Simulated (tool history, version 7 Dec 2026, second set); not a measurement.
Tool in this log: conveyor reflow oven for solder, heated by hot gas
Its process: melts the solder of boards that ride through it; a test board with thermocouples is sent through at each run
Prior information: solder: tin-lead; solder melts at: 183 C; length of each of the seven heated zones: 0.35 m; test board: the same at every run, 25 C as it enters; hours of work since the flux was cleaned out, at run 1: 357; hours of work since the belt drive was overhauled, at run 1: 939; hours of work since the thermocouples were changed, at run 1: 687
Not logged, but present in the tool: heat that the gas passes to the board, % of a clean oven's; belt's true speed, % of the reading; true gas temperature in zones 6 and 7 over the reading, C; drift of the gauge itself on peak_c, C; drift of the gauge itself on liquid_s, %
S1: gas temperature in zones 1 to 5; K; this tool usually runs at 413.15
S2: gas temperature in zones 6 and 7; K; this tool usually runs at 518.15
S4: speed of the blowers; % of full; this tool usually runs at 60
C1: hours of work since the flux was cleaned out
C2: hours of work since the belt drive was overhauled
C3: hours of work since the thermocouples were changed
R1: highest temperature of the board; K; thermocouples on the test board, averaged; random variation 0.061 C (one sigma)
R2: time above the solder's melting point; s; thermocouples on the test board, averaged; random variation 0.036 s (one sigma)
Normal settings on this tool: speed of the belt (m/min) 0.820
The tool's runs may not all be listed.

run 1 hour=0.0 | S1=413.15 S2=518.15 speed_of_the_belt_(m/min)=0.820 S4=60 | C1=357 C2=939 C3=687 | R1=498.68 R2=42.72
run 2 hour=34.3 | S1=413.15 S2=518.15 speed_of_the_belt_(m/min)=0.820 S4=66 | C1=383 C2=964 C3=713 | R1=500.13 R2=43.44
run 3 hour=48.6 | S1=413.15 S2=518.15 speed_of_the_belt_(m/min)=0.698 S4=60 | C1=394 C2=975 C3=724 | R1=504.03 R2=53.08
run 4 hour=82.6 | S1=413.15 S2=518.15 speed_of_the_belt_(m/min)=0.698 S4=60 | C1=419 C2=1001 C3=749 | R1=503.87 R2=53.02
-- hour=100.4 flux residue cleaned out of gas plates and filters
run 5 hour=121.6 | S1=413.15 S2=518.15 speed_of_the_belt_(m/min)=0.698 S4=60 | C1=16 C2=1027 C3=775 | R1=504.99 R2=53.45
run 6 hour=143.9 | S1=413.15 S2=518.15 speed_of_the_belt_(m/min)=0.698 S4=60 | C1=33 C2=1044 C3=792 | R1=505.08 R2=53.45
run 7 hour=165.8 | S1=413.15 S2=518.15 speed_of_the_belt_(m/min)=0.698 S4=60 | C1=49 C2=1060 C3=808 | R1=504.99 R2=53.52
run 8 hour=187.7 | S1=413.15 S2=518.15 speed_of_the_belt_(m/min)=0.904 S4=60 | C1=66 C2=1077 C3=825 | R1=496.07 R2=37.61
run 9 hour=202.9 | S1=413.15 S2=518.15 speed_of_the_belt_(m/min)=0.904 S4=60 | C1=77 C2=1088 C3=836 | R1=496.13 R2=37.64
run 10 hour=230.8 | S1=413.15 S2=518.15 speed_of_the_belt_(m/min)=0.904 S4=60 | C1=98 C2=1109 C3=857 | R1=495.97 R2=37.61
run 11 hour=252.8 | S1=413.15 S2=518.15 speed_of_the_belt_(m/min)=0.904 S4=60 | C1=115 C2=1126 C3=874 | R1=495.97 R2=37.57
run 12 hour=279.2 | S1=413.15 S2=518.15 speed_of_the_belt_(m/min)=0.904 S4=60 | C1=135 C2=1146 C3=894 | R1=495.93 R2=37.54
run 13 hour=302.7 | S1=415.15 S2=518.15 speed_of_the_belt_(m/min)=0.904 S4=60 | C1=153 C2=1163 C3=912 | R1=496.45 R2=38.19
run 14 hour=321.0 | S1=415.15 S2=518.15 speed_of_the_belt_(m/min)=0.904 S4=60 | C1=167 C2=1177 C3=925 | R1=496.29 R2=38.17
run 15 hour=335.3 | S1=415.15 S2=518.15 speed_of_the_belt_(m/min)=0.904 S4=60 | C1=177 C2=1188 C3=936 | R1=496.31 R2=38.14
run 16 hour=350.4 | S1=407.15 S2=520.15 speed_of_the_belt_(m/min)=0.820 S4=60 | C1=189 C2=1199 C3=948 | R1=500.17 R2=42.10
-- hour=364.6 thermocouples of zones 6 and 7 changed
run 17 hour=373.7 | S1=413.15 S2=518.15 speed_of_the_belt_(m/min)=0.727 S4=60 | C1=205 C2=1216 C3=7 | R1=502.70 R2=50.47
run 18 hour=407.5 | S1=411.15 S2=518.15 speed_of_the_belt_(m/min)=0.935 S4=60 | C1=230 C2=1241 C3=32 | R1=493.16 R2=34.63
run 19 hour=433.8 | S1=413.15 S2=518.15 speed_of_the_belt_(m/min)=0.894 S4=60 | C1=250 C2=1261 C3=52 | R1=495.49 R2=37.80
run 20 hour=453.5 | S1=413.15 S2=518.15 speed_of_the_belt_(m/min)=0.894 S4=60 | C1=265 C2=1276 C3=67 | R1=495.33 R2=37.73
run 21 hour=481.6 | S1=413.15 S2=518.15 speed_of_the_belt_(m/min)=0.894 S4=60 | C1=286 C2=1297 C3=88 | R1=495.31 R2=37.73
run 22 hour=500.8 | S1=413.15 S2=523.15 speed_of_the_belt_(m/min)=0.729 S4=60 | C1=301 C2=1311 C3=103 | R1=507.00 R2=52.05
run 23 hour=528.7 | S1=421.15 S2=528.15 speed_of_the_belt_(m/min)=0.729 S4=71 | C1=322 C2=1333 C3=124 | R1=515.03 R2=56.71
run 24 hour=552.9 | S1=421.15 S2=528.15 speed_of_the_belt_(m/min)=0.729 S4=71 | C1=340 C2=1351 C3=142 | R1=515.00 R2=56.59
run 25 hour=582.8 | S1=421.15 S2=528.15 speed_of_the_belt_(m/min)=0.729 S4=71 | C1=363 C2=1373 C3=165 | R1=515.01 R2=56.70
run 26 hour=611.2 | S1=421.15 S2=528.15 speed_of_the_belt_(m/min)=0.729 S4=71 | C1=384 C2=1395 C3=186 | R1=514.80 R2=56.66
run 27 hour=633.5 | S1=408.15 S2=510.15 speed_of_the_belt_(m/min)=0.978 S4=71 | C1=401 C2=1412 C3=203 | R1=487.00 R2=29.68
run 28 hour=667.5 | S1=408.15 S2=509.15 speed_of_the_belt_(m/min)=0.844 S4=71 | C1=427 C2=1437 C3=229 | R1=491.41 R2=37.49
-- hour=675.2 flux residue cleaned out of gas plates and filters
run 29 hour=694.5 | S1=413.15 S2=523.15 speed_of_the_belt_(m/min)=0.826 S4=54 | C1=15 C2=1454 C3=245 | R1=501.91 R2=43.97
run 30 hour=724.8 | S1=413.15 S2=523.15 speed_of_the_belt_(m/min)=0.826 S4=54 | C1=37 C2=1477 C3=268 | R1=501.74 R2=43.99

Below are 4 alternative next runs, each starting from the tool's condition after run 30. Predict each:
run A hour=750.4 | S1=413.15 S2=510.15 speed_of_the_belt_(m/min)=0.820 S4=60 | C1=57 C2=1496 C3=288 | R1=? R2=?
run B hour=750.4 | S1=413.15 S2=516.15 speed_of_the_belt_(m/min)=0.677 S4=75 | C1=57 C2=1496 C3=288 | R1=? R2=?
run C hour=750.4 | S1=402.15 S2=520.15 speed_of_the_belt_(m/min)=0.691 S4=60 | C1=57 C2=1496 C3=288 | R1=? R2=?
run D hour=750.4 | S1=417.15 S2=515.15 speed_of_the_belt_(m/min)=0.758 S4=54 | C1=57 C2=1496 C3=288 | R1=? R2=?

run=A R1=492.93 R2=40.42
run=B R1=506.88 R2=56.39
run=C R1=505.59 R2=51.90
run=D R1=498.71 R2=47.70
With no hidden state in the tool, these same runs would have given:
run=A R1=492.42 R2=39.58
run=B R1=506.44 R2=55.43
run=C R1=505.06 R2=50.93
run=D R1=498.18 R2=46.78
